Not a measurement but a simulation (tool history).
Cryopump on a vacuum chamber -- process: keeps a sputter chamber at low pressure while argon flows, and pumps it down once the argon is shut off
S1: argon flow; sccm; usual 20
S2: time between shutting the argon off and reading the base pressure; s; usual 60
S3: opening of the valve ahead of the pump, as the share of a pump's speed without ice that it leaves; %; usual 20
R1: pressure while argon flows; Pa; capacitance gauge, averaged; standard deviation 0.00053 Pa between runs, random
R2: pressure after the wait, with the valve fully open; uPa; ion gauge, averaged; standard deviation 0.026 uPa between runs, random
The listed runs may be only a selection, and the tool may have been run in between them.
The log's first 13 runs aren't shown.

run 14 hour=191.8 | S1=20 S2=108 S3=20 | R1=0.0856 R2=0.87
run 15 hour=207.7 | S1=20 S2=60 S3=45 | R1=0.0398 R2=1.36
run 16 hour=222.7 | S1=20 S2=60 S3=20 | R1=0.0861 R2=1.35
-- hour=234.1 pump warmed up, emptied and cooled again
run 17 hour=244.8 | S1=20 S2=247 S3=20 | R1=0.0827 R2=0.56
run 18 hour=260.2 | S1=20 S2=247 S3=17 | R1=0.0987 R2=0.56
run 19 hour=277.4 | S1=25 S2=60 S3=15 | R1=0.1390 R2=1.30
run 20 hour=289.7 | S1=20 S2=81 S3=18 | R1=0.0919 R2=1.04
run 21 hour=300.1 | S1=13 S2=79 S3=23 | R1=0.0467 R2=1.08
run 22 hour=314.1 | S1=20 S2=23 S3=25 | R1=0.0671 R2=2.94
run 23 hour=322.8 | S1=28 S2=161 S3=16 | R1=0.1453 R2=0.71
run 24 hour=338.8 | S1=25 S2=65 S3=51 | R1=0.0407 R2=1.18
run 25 hour=357.2 | S1=20 S2=60 S3=42 | R1=0.0405 R2=1.34
run 26 hour=370.0 | S1=11 S2=149 S3=20 | R1=0.0450 R2=0.73
run 27 hour=388.1 | S1=9 S2=56 S3=43 | R1=0.0179 R2=1.33
run 28 hour=398.7 | S1=20 S2=226 S3=30 | R1=0.0559 R2=0.62
run 29 hour=408.8 | S1=20 S2=53 S3=30 | R1=0.0565 R2=1.45
run 30 hour=421.3 | S1=12 S2=53 S3=24 | R1=0.0422 R2=1.47
run 31 hour=430.3 | S1=12 S2=53 S3=24 | R1=0.0411 R2=1.44
run 32 hour=443.6 | S1=12 S2=53 S3=24 | R1=0.0418 R2=1.42
run 33 hour=452.9 | S1=9 S2=22 S3=24 | R1=0.0312 R2=2.97

Consider 3 possible next runs. They are alternatives, not a sequence: every one starts from the tool as it was left by run 33. What does each give?
run A hour=468.5 | S1=31 S2=98 S3=20 | R1=? R2=?
run B hour=468.5 | S1=18 S2=60 S3=19 | R1=? R2=?
run C hour=468.5 | S1=16 S2=35 S3=24 | R1=? R2=?

run=A R1=0.1303 R2=0.91
run=B R1=0.0790 R2=1.38
run=C R1=0.0560 R2=2.01
Take away the tool's hidden state, keep each run's random variation, and the runs would have read:
run=A R1=0.1287 R2=0.72
run=B R1=0.0781 R2=1.18
run=C R1=0.0552 R2=1.83
